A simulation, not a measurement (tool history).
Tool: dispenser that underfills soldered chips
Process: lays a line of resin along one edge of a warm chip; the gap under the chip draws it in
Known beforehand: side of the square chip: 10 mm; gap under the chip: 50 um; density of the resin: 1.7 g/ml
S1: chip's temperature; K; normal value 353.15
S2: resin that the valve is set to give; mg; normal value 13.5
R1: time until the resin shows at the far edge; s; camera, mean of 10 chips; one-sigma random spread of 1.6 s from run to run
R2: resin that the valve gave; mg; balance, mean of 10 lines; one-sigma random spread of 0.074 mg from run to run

| run | hour | S1 | S2 | R1 | R2 |
|---|---|---|---|---|---|
| 1 | 0.0 | 353.15 | 13.5 | 185.3 | 13.30 |
| 2 | 10.5 | 359.15 | 13.5 | 247.8 | 13.25 |
|  | 16.2 | new syringe of resin |
| 3 | 17.6 | 359.15 | 13.5 | 135.2 | 13.25 |
| 4 | 26.8 | 359.15 | 13.5 | 233.5 | 13.26 |
|  | 34.0 | new syringe of resin |
| 5 | 35.2 | 353.15 | 16.7 | 183.9 | 16.47 |
| 6 | 43.6 | 353.15 | 16.7 | 290.5 | 16.27 |
|  | 51.7 | new syringe of resin |
| 7 | 51.7 | 353.15 | 16.7 | 166.0 | 16.32 |
| 8 | 66.6 | 353.15 | 16.7 | 401.8 | 16.20 |
|  | 70.3 | new syringe of resin |
| 9 | 73.5 | 353.15 | 13.5 | 208.6 | 13.12 |
| 10 | 86.7 | 362.15 | 13.5 | 292.5 | 13.01 |
|  | 88.7 | new syringe of resin |
| 11 | 101.3 | 353.15 | 12.5 | 365.1 | 11.96 |
|  | 106.5 | new syringe of resin |
| 12 | 113.6 | 353.15 | 12.5 | 270.5 | 11.98 |
|  | 123.9 | dispensing valve cleaned and set on the balance |
|  | 125.6 | new syringe of resin |
| 13 | 127.2 | 353.15 | 12.5 | 196.5 | 12.40 |
| 14 | 141.5 | 353.15 | 16.1 | 444.7 | 16.05 |
|  | 143.2 | new syringe of resin |
| 15 | 148.5 | 353.15 | 16.1 | 240.3 | 16.01 |
| 16 | 156.5 | 353.15 | 13.5 | 387.0 | 13.40 |
|  | 161.1 | new syringe of resin |
| 17 | 166.5 | 353.15 | 13.5 | 246.7 | 13.25 |
| 18 | 176.9 | 342.15 | 17.1 | 814.8 | 16.96 |
|  | 179.4 | new syringe of resin |
| 19 | 191.7 | 357.15 | 16.0 | 301.6 | 15.54 |
|  | 197.0 | new syringe of resin |
| 20 | 201.0 | 357.15 | 16.0 | 177.6 | 15.80 |
|  | 214.5 | new syringe of resin |
| 21 | 216.6 | 364.15 | 13.1 | 117.5 | 12.71 |
| 22 | 223.4 | 364.15 | 13.1 | 174.0 | 12.63 |
|  | 232.4 | new syringe of resin |
| 23 | 236.6 | 364.15 | 13.1 | 132.1 | 12.74 |
| 24 | 243.7 | 353.15 | 12.0 | 359.4 | 11.71 |
|  | 250.6 | new syringe of resin |
| 25 | 252.3 | 340.15 | 12.6 | 408.0 | 12.17 |
| 26 | 267.7 | 362.15 | 15.7 | 310.6 | 15.17 |
|  | 268.8 | new syringe of resin |
| 27 | 280.6 | 362.15 | 15.7 | 226.3 | 15.00 |
|  | 287.3 | new syringe of resin |
|  | 289.7 | dispensing valve cleaned and set on the balance |
| 28 | 289.9 | 343.15 | 14.0 | 342.0 | 14.00 |
| 29 | 305.3 | 365.15 | 15.1 | 261.4 | 15.02 |
|  | 306.6 | new syringe of resin |
| 30 | 320.1 | 365.15 | 15.1 | 218.9 | 14.88 |
|  | 324.6 | new syringe of resin |
| 31 | 329.0 | 348.15 | 14.4 | 315.1 | 14.28 |
| 32 | 336.3 | 351.15 | 13.1 | 411.3 | 12.96 |
|  | 343.4 | new syringe of resin |
| 33 | 351.5 | 351.15 | 15.1 | 325.3 | 14.83 |
|  | 361.9 | new syringe of resin |
| 34 | 365.7 | 356.15 | 14.0 | 204.0 | 13.76 |

For some of the steps in R1 from one run to the next: how much would appear even if the tool had no hidden state, given the settings, what came in and random variation, and how much remains for the hidden state plus any gauge scatter that the measured result and the result without hidden state don't share?
Hidden conditions of the tool in this case: resin's viscosity, % of fresh resin's; dose that the valve gives, % of what is set; true chip temperature over the reading, C; drift of the gauge itself on fill_s, %; drift of the gauge itself on given_mg, %.
Run 13 -> 14: S2 12.5 -> 16.1. R1 +248.2 s: hidden state +251.1, all else -2.9.
Run 17 -> 18: S1 353.15 -> 342.15, S2 13.5 -> 17.1. R1 +568.1 s: hidden state +442.9, all else +125.2.
Run 18 -> 19: S1 342.15 -> 357.15, S2 17.1 -> 16.0, new syringe of resin. R1 -513.2 s: hidden state -357.1, all else -156.1.

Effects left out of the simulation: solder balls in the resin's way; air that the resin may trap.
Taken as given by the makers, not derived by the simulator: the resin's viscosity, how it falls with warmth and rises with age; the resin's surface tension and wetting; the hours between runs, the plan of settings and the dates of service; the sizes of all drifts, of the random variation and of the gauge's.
